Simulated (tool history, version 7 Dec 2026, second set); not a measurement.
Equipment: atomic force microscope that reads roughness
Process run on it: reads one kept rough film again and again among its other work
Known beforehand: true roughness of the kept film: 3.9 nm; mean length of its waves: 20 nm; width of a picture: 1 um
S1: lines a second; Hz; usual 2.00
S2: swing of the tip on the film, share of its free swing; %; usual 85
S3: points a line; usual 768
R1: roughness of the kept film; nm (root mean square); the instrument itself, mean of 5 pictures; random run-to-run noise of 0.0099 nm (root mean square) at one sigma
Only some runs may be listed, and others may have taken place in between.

run,hour,S1,S2,S3,R1
1,0.0,2.00,85,768,1.702
2,23.9,2.00,85,768,1.464
3,39.0,2.00,85,317,1.337
4,63.9,2.00,85,488,1.173
5,77.8,2.00,85,488,1.100
# hour 88.8: new tip fitted
6,96.5,2.00,85,488,2.044
7,107.9,2.00,85,488,1.879
8,132.6,2.00,85,488,1.560
9,158.0,2.00,85,488,1.350
10,174.6,1.27,85,488,1.322
11,188.9,1.27,85,488,1.225
# hour 203.1: new tip fitted
12,210.4,1.27,85,488,2.293
13,222.0,2.00,85,768,1.926
14,233.6,3.00,85,768,1.603
15,256.9,3.00,85,768,1.361
16,279.7,2.00,76,768,1.405
17,298.5,2.00,85,330,1.173
18,313.0,2.00,85,330,1.080
# hour 318.2: new tip fitted
19,336.0,2.00,85,330,1.891
20,352.6,2.00,85,502,1.696
21,374.4,2.00,85,768,1.475
22,394.9,2.00,85,768,1.294
23,413.3,3.60,85,768,1.023
24,431.4,3.60,85,768,0.937
# hour 433.5: new tip fitted
25,446.2,2.00,64,768,2.281
26,463.1,2.00,64,768,2.014
27,489.2,2.00,74,768,1.599
28,501.4,2.00,74,768,1.497
29,513.3,2.00,59,768,1.482
30,525.7,2.00,59,768,1.388
31,536.7,2.52,83,829,1.090
# hour 548.3: new tip fitted
32,550.4,2.52,83,829,2.139
33,562.1,2.78,85,768,1.856
34,586.6,2.78,85,768,1.533
35,598.6,2.00,85,848,1.525
36,611.5,2.15,75,256,1.454
37,638.3,2.15,67,485,1.345
38,650.9,3.58,85,768,0.987
# hour 662.4: new tip fitted
39,665.2,3.58,85,768,1.875
40,686.0,0.90,85,262,1.985
41,708.5,2.00,85,289,1.524
42,726.8,2.86,57,289,1.592
43,752.4,2.00,70,768,1.371
# hour 777.6: new tip fitted
44,778.1,2.00,70,768,2.469
45,803.7,0.61,84,410,2.069
46,827.2,0.54,85,492,1.781
47,852.2,2.32,86,768,1.290
48,864.4,0.60,58,470,1.514
49,888.8,2.00,62,491,1.305

For each run, the measured value with the value that run would have given without the tool's hidden condition subtracted. The run-to-run variation is shared by both, the gauge scatter possibly not:
Hidden conditions of the tool in this case: radius of the tip, nm; height scale over the true one, %; drift of the gauge itself on roughness_nm, %.
run,R1
1,-0.549
2,-0.786
3,-0.892
4,-1.075
5,-1.147
6,-0.194
7,-0.362
8,-0.683
9,-0.900
10,-1.099
11,-1.187
12,-0.132
13,-0.326
14,-0.459
15,-0.689
16,-1.009
17,-1.048
18,-1.128
19,-0.340
20,-0.550
21,-0.790
22,-0.943
23,-0.932
24,-1.016
25,-0.304
26,-0.603
27,-0.870
28,-0.983
29,-1.155
30,-1.262
31,-1.102
32,-0.033
33,-0.235
34,-0.555
35,-0.730
36,-0.881
37,-1.171
38,-0.976
39,-0.082
40,-0.473
41,-0.668
42,-0.963
43,-1.161
44,-0.051
45,-0.532
46,-0.834
47,-0.875
48,-1.212
49,-1.299

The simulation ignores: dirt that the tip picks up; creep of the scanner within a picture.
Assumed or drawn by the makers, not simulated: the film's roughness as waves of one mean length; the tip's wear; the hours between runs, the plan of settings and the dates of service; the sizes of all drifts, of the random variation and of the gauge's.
